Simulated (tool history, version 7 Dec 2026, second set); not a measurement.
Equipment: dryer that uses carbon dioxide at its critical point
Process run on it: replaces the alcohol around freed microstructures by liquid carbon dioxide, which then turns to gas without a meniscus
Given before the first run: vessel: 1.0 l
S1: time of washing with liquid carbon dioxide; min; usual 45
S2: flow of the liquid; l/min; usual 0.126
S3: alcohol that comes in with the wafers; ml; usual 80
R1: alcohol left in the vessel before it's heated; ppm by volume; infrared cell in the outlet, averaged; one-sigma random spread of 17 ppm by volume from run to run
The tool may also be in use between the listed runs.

run   hour  S1     S2  S3    R1
  1      0  45  0.126  80  1141
  2   33.4  45  0.126  80  1170
  3   71.7  45  0.126  55   856
  4   89.3  45  0.126  55   849
  5  117.2  45  0.126  80  1232
  6  140.8  45  0.126  80  1236
  7  171.1  45  0.124  80  1399
  8  209.9  45  0.124  80  1392
  9  239.7  45  0.124  80  1400
 10  255.5  45  0.124  80  1402
 11  273.3  45  0.124  80  1449
 12  308.1  45  0.126  80  1419
 13  335.6  45  0.126  80  1413
 14    375  45  0.126  80  1399
 15  402.6  45  0.126  80  1477
 16  438.8  45  0.126  80  1462
 17  474.5  45  0.126  80  1581
 18  510.6  45  0.126  80  1588
 19  548.7  45  0.159  44   322
 20  579.8  45  0.097  62  3193
 21  597.1  45  0.097  62  3315
 22  613.5  45  0.097  62  3204
 23  631.2  45  0.126  21   488
 24  656.9  45  0.126  21   475
 25  690.9  29  0.147  65  3546
 26  727.9  53  0.147  44   271
     762.2  -- inlet filter changed
 27  763.1  51  0.076  35  2113
 28  792.3  51  0.207  37    68

What if the next run were any one of these 5? Each begins from the tool's condition after run 28:
  A  830.7  38   0.12  69   ?
  B  830.7  34  0.207  38   ?
  C  830.7  38  0.207  37   ?
  D  830.7  51  0.137  85   ?
  E  830.7  45  0.093  80   ?

run    R1
  A  2373
  B   230
  C   140
  D   507
  E  3885
Take away the tool's hidden state, keep each run's random variation, and the runs would have read:
run    R1
  A  2156
  B   157
  C    75
  D   406
  E  3587
